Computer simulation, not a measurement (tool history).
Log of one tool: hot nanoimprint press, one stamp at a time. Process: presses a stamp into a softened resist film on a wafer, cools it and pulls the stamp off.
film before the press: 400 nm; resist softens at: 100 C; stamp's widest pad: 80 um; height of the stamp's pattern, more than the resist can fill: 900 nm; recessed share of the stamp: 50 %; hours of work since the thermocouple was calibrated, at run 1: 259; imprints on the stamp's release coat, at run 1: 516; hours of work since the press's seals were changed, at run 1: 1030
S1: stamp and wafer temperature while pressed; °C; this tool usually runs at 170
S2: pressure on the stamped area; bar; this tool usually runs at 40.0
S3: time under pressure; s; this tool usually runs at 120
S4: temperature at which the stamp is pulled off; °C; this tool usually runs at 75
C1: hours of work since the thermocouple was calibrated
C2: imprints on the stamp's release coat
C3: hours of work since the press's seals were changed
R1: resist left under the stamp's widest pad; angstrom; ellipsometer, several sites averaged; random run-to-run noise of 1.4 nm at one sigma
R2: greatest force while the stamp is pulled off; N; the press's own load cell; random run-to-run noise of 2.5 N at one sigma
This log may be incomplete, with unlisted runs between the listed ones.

run 1 hour=0.0 | S1=170 S2=40.0 S3=120 S4=75 | C1=259 C2=516 C3=1030 | R1=2289 R2=138
-- hour=14.1 stamp cleaned and given a new release coat
run 2 hour=36.2 | S1=170 S2=40.0 S3=120 S4=75 | C1=279 C2=113 C3=1050 | R1=2276 R2=123
run 3 hour=73.2 | S1=170 S2=40.0 S3=120 S4=75 | C1=303 C2=303 C3=1075 | R1=2280 R2=125
run 4 hour=98.3 | S1=170 S2=40.0 S3=120 S4=80 | C1=320 C2=432 C3=1091 | R1=2278 R2=127
-- hour=129.5 stamp cleaned and given a new release coat
run 5 hour=129.9 | S1=170 S2=36.1 S3=120 S4=75 | C1=336 C2=3 C3=1108 | R1=2364 R2=112
run 6 hour=162.8 | S1=170 S2=36.1 S3=120 S4=75 | C1=358 C2=171 C3=1130 | R1=2366 R2=130
run 7 hour=199.0 | S1=170 S2=36.1 S3=120 S4=75 | C1=382 C2=357 C3=1154 | R1=2376 R2=138
run 8 hour=233.5 | S1=170 S2=36.1 S3=120 S4=75 | C1=405 C2=534 C3=1177 | R1=2372 R2=143
-- hour=242.9 stamp cleaned and given a new release coat
-- hour=266.1 plate thermocouple calibrated
run 9 hour=269.7 | S1=170 S2=40.0 S3=120 S4=75 | C1=2 C2=122 C3=1194 | R1=2206 R2=117
run 10 hour=305.3 | S1=170 S2=40.0 S3=120 S4=75 | C1=26 C2=305 C3=1218 | R1=2214 R2=137
run 11 hour=329.1 | S1=170 S2=40.0 S3=126 S4=75 | C1=42 C2=427 C3=1234 | R1=2177 R2=134
-- hour=358.4 stamp cleaned and given a new release coat
run 12 hour=375.2 | S1=170 S2=58.4 S3=126 S4=75 | C1=68 C2=86 C3=1260 | R1=1896 R2=120
run 13 hour=410.9 | S1=170 S2=58.4 S3=126 S4=75 | C1=92 C2=270 C3=1284 | R1=1922 R2=131
run 14 hour=430.7 | S1=171 S2=40.0 S3=120 S4=73 | C1=105 C2=371 C3=1297 | R1=2153 R2=135
-- hour=472.0 stamp cleaned and given a new release coat
run 15 hour=476.6 | S1=171 S2=40.0 S3=120 S4=73 | C1=131 C2=24 C3=1323 | R1=2115 R2=118
run 16 hour=505.3 | S1=170 S2=40.0 S3=69 S4=75 | C1=150 C2=172 C3=1342 | R1=2657 R2=122
run 17 hour=533.5 | S1=168 S2=40.0 S3=103 S4=77 | C1=168 C2=316 C3=1361 | R1=2566 R2=130
-- hour=544.4 press's hydraulic seals changed and the load cell set to zero
run 18 hour=580.3 | S1=170 S2=40.0 S3=66 S4=77 | C1=194 C2=515 C3=24 | R1=2654 R2=142
-- hour=593.6 stamp cleaned and given a new release coat
run 19 hour=604.8 | S1=170 S2=40.0 S3=66 S4=77 | C1=206 C2=57 C3=36 | R1=2659 R2=115
run 20 hour=629.9 | S1=170 S2=40.0 S3=66 S4=77 | C1=223 C2=186 C3=52 | R1=2669 R2=124
run 21 hour=647.2 | S1=170 S2=40.0 S3=120 S4=60 | C1=234 C2=275 C3=64 | R1=2226 R2=143
run 22 hour=680.0 | S1=170 S2=40.0 S3=120 S4=60 | C1=256 C2=443 C3=85 | R1=2218 R2=153
-- hour=707.7 stamp cleaned and given a new release coat
run 23 hour=722.6 | S1=170 S2=41.8 S3=120 S4=73 | C1=280 C2=76 C3=110 | R1=2198 R2=116
run 24 hour=750.7 | S1=170 S2=34.3 S3=105 S4=75 | C1=299 C2=220 C3=128 | R1=2436 R2=130
run 25 hour=768.9 | S1=170 S2=34.3 S3=105 S4=75 | C1=311 C2=314 C3=140 | R1=2468 R2=130

Alternative continuations, all from the tool just after run 25; predict every row:
run A hour=788.7 | S1=180 S2=34.3 S3=93 S4=81 | C1=324 C2=415 C3=153 | R1=? R2=?
run B hour=788.7 | S1=170 S2=40.6 S3=67 S4=61 | C1=324 C2=415 C3=153 | R1=? R2=?
run C hour=788.7 | S1=170 S2=40.0 S3=96 S4=75 | C1=324 C2=415 C3=153 | R1=? R2=?

run=A R1=1573 R2=131
run=B R1=2670 R2=150
run=C R1=2405 R2=141
Had the tool no hidden state, the same runs would have come out as:
run=A R1=1535 R2=110
run=B R1=2619 R2=127
run=C R1=2353 R2=119

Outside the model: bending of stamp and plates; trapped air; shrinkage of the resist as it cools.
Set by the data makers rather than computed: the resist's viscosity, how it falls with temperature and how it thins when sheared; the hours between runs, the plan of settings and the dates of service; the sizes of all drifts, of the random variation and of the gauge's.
